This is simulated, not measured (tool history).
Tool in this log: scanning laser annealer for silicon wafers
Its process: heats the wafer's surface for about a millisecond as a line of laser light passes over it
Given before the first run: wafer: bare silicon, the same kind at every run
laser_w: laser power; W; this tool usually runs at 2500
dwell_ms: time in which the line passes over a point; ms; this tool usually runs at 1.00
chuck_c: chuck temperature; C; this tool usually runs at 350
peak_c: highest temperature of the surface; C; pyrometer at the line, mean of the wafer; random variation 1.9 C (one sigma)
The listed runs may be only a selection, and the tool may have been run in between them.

run	day	laser_w	dwell_ms	chuck_c	peak_c
1	0.000	2500	1.00	350	1134
2	0.604	2500	0.89	350	1080
3	1.546	2500	0.89	350	1081
4	2.558	2500	0.89	350	1077
5	3.317	2500	0.89	350	1079
6	4.429	2500	0.89	350	1077
7	5.454	2500	0.89	350	1076
8	6.417	2500	1.00	350	1129
9	7.542	2500	1.00	350	1128
10	8.379	2500	1.00	389	1164
# day 8.679: optics aligned, line set to its width
11	9.733	2500	0.99	330	1097
12	10.850	2286	0.92	349	1012
13	11.496	2603	1.22	357	1261
14	12.275	2603	1.22	357	1261
# day 13.483: optics aligned, line set to its width, once more
15	13.667	2500	0.77	350	1018
16	14.829	2500	0.77	350	1020
17	15.621	2500	0.77	350	1017
18	16.175	2376	0.77	350	980
19	17.129	2376	0.77	350	978
20	17.742	2295	1.04	364	1086

Consider 3 possible next runs. They are alternatives, not a sequence: every one starts from the tool as it was left by run 20. What does each give?
A	18.942	2295	0.95	385	?
B	18.942	2718	0.87	343	?
C	18.942	2295	1.12	311	?

run	peak_c
A	1066
B	1131
C	1060
Without the tool's unlogged condition, the same runs would have read:
run	peak_c
A	1089
B	1157
C	1085
